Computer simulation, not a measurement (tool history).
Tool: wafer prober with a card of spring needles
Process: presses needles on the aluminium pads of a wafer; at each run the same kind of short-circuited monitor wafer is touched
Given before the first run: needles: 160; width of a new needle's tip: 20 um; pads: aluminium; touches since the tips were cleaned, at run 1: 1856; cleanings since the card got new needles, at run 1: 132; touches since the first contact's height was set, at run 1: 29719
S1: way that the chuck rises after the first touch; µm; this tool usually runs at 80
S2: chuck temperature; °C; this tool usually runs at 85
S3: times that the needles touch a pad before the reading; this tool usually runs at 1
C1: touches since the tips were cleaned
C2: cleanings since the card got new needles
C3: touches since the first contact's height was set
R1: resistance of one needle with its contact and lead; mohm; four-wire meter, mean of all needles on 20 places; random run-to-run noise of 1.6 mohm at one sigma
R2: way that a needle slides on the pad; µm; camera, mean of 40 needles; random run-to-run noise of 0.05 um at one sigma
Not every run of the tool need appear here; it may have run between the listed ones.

Run 1, hour 0.0: usual settings; C1 1856; C2 132; C3 29719. Result: R1 176 mohm, R2 21.64 µm.
At hour 6.8: tips cleaned on abrasive film.
At hour 23.7: tips cleaned on abrasive film.
At hour 40.4: tips cleaned on abrasive film.
Run 2, hour 52.2: usual settings; C1 2575; C2 135; C3 41049. Result: R1 186 mohm, R2 21.56 µm.
At hour 55.7: tips cleaned on abrasive film.
At hour 72.2: tips cleaned on abrasive film.
At hour 88.7: tips cleaned on abrasive film.
At hour 105.4: tips cleaned on abrasive film.
Run 3, hour 113.8: usual settings; C1 1830; C2 139; C3 54403. Result: R1 180 mohm, R2 21.46 µm.
At hour 120.7: tips cleaned on abrasive film.
At hour 137.2: tips cleaned on abrasive film.
At hour 153.5: tips cleaned on abrasive film.
At hour 167.1: tips cleaned on abrasive film.
Run 4, hour 167.7: usual settings; C1 126; C2 143; C3 66057. Result: R1 165 mohm, R2 21.45 µm.
At hour 181.2: tips cleaned on abrasive film.
At hour 194.7: tips cleaned on abrasive film.
At hour 211.4: tips cleaned on abrasive film.
At hour 228.3: tips cleaned on abrasive film.
Run 5, hour 228.8: usual settings; C1 109; C2 147; C3 79312. Result: R1 166 mohm, R2 21.40 µm.
At hour 242.3: tips cleaned on abrasive film.
At hour 259.2: tips cleaned on abrasive film.
At hour 272.7: tips cleaned on abrasive film.
Run 6, hour 284.9: usual settings; C1 2658; C2 150; C3 91489. Result: R1 182 mohm, R2 21.34 µm.
At hour 288.0: tips cleaned on abrasive film.
At hour 304.8: tips cleaned on abrasive film.
Run 7, hour 316.5: usual settings; C1 2565; C2 152; C3 98343. Result: R1 185 mohm, R2 21.35 µm.
At hour 320.0: tips cleaned on abrasive film.
At hour 320.3: height of the first contact set anew.
At hour 333.8: tips cleaned on abrasive film.
At hour 350.7: tips cleaned on abrasive film.
Run 8, hour 357.7: usual settings; C1 1518; C2 155; C3 8117. Result: R1 175 mohm, R2 21.79 µm.
At hour 364.5: tips cleaned on abrasive film.
At hour 378.1: tips cleaned on abrasive film.
At hour 394.7: tips cleaned on abrasive film.
At hour 408.2: tips cleaned on abrasive film.
Run 9, hour 409.3: usual settings; C1 245; C2 159; C3 19298. Result: R1 165 mohm, R2 21.77 µm.
At hour 422.3: tips cleaned on abrasive film.
At hour 429.1: tips cleaned on abrasive film, once more.
At hour 444.0: tips cleaned on abrasive film.
Run 10, hour 444.0: usual settings; C1 0; C2 162; C3 26788. Result: R1 164 mohm, R2 21.68 µm.
At hour 460.4: tips cleaned on abrasive film.
At hour 474.0: tips cleaned on abrasive film.
At hour 487.5: tips cleaned on abrasive film.
Run 11, hour 492.7: usual settings but S1 79 µm, S2 122 °C, S3 3; C1 1127; C2 165; C3 37350. Result: R1 174 mohm, R2 21.37 µm.
At hour 502.9: tips cleaned on abrasive film.
At hour 519.8: tips cleaned on abrasive film.
Run 12, hour 528.0: usual settings but S1 79 µm, S2 122 °C, S3 3; C1 1800; C2 167; C3 45015. Result: R1 174 mohm, R2 21.33 µm.
At hour 534.3: tips cleaned on abrasive film.
At hour 550.9: tips cleaned on abrasive film.
At hour 564.4: tips cleaned on abrasive film.
Run 13, hour 571.7: usual settings; C1 1588; C2 170; C3 54488. Result: R1 179 mohm, R2 21.65 µm.
At hour 578.6: tips cleaned on abrasive film.
At hour 592.1: tips cleaned on abrasive film.
At hour 609.0: tips cleaned on abrasive film.
Run 14, hour 615.2: usual settings; C1 1346; C2 173; C3 63903. Result: R1 176 mohm, R2 21.50 µm.
At hour 625.4: tips cleaned on abrasive film.
At hour 638.9: tips cleaned on abrasive film.
Run 15, hour 645.6: usual settings; C1 1454; C2 175; C3 70489. Result: R1 174 mohm, R2 21.41 µm.
At hour 655.7: tips cleaned on abrasive film.
At hour 672.3: tips cleaned on abrasive film.
At hour 685.9: tips cleaned on abrasive film.
At hour 699.4: tips cleaned on abrasive film.
At hour 713.0: tips cleaned on abrasive film.
Run 16, hour 716.6: usual settings; C1 804; C2 180; C3 85887. Result: R1 171 mohm, R2 21.33 µm.
At hour 726.8: tips cleaned on abrasive film.
At hour 740.4: tips cleaned on abrasive film.
At hour 756.9: tips cleaned on abrasive film.
Run 17, hour 767.8: usual settings; C1 2369; C2 183; C3 96979. Result: R1 181 mohm, R2 21.30 µm.
At hour 771.0: tips cleaned on abrasive film.
At hour 778.0: height of the first contact set anew.
At hour 784.8: tips cleaned on abrasive film.
At hour 801.7: tips cleaned on abrasive film.
At hour 815.3: tips cleaned on abrasive film.
Run 18, hour 819.1: usual settings but S2 60 °C; C1 845; C2 187; C3 8910. Result: R1 169 mohm, R2 21.80 µm.

What if the next run were any one of these 3? Each begins from the tool's condition after run 18:
At hour 829.3: tips cleaned on abrasive film.
At hour 842.9: tips cleaned on abrasive film.
At hour 856.4: tips cleaned on abrasive film.
At hour 873.3: tips cleaned on abrasive film.
Run A, hour 874.0: usual settings but S2 105 °C; C1 159; C2 191; C3 20803. Result: R1 ?, R2 ?.
At hour 829.3: tips cleaned on abrasive film.
At hour 842.9: tips cleaned on abrasive film.
At hour 856.4: tips cleaned on abrasive film.
At hour 873.3: tips cleaned on abrasive film.
Run B, hour 874.0: usual settings but S1 67 µm, S2 25 °C; C1 159; C2 191; C3 20803. Result: R1 ?, R2 ?.
At hour 829.3: tips cleaned on abrasive film.
At hour 842.9: tips cleaned on abrasive film.
At hour 856.4: tips cleaned on abrasive film.
At hour 873.3: tips cleaned on abrasive film.
Run C, hour 874.0: usual settings but S1 64 µm, S3 2; C1 159; C2 191; C3 20803. Result: R1 ?, R2 ?.

run   R1     R2
  A  171  21.70
  B  157  18.18
  C  168  17.34
What these runs would have given with no unlogged condition in the tool:
run   R1     R2
  A  165  21.81
  B  149  18.29
  C  163  17.44

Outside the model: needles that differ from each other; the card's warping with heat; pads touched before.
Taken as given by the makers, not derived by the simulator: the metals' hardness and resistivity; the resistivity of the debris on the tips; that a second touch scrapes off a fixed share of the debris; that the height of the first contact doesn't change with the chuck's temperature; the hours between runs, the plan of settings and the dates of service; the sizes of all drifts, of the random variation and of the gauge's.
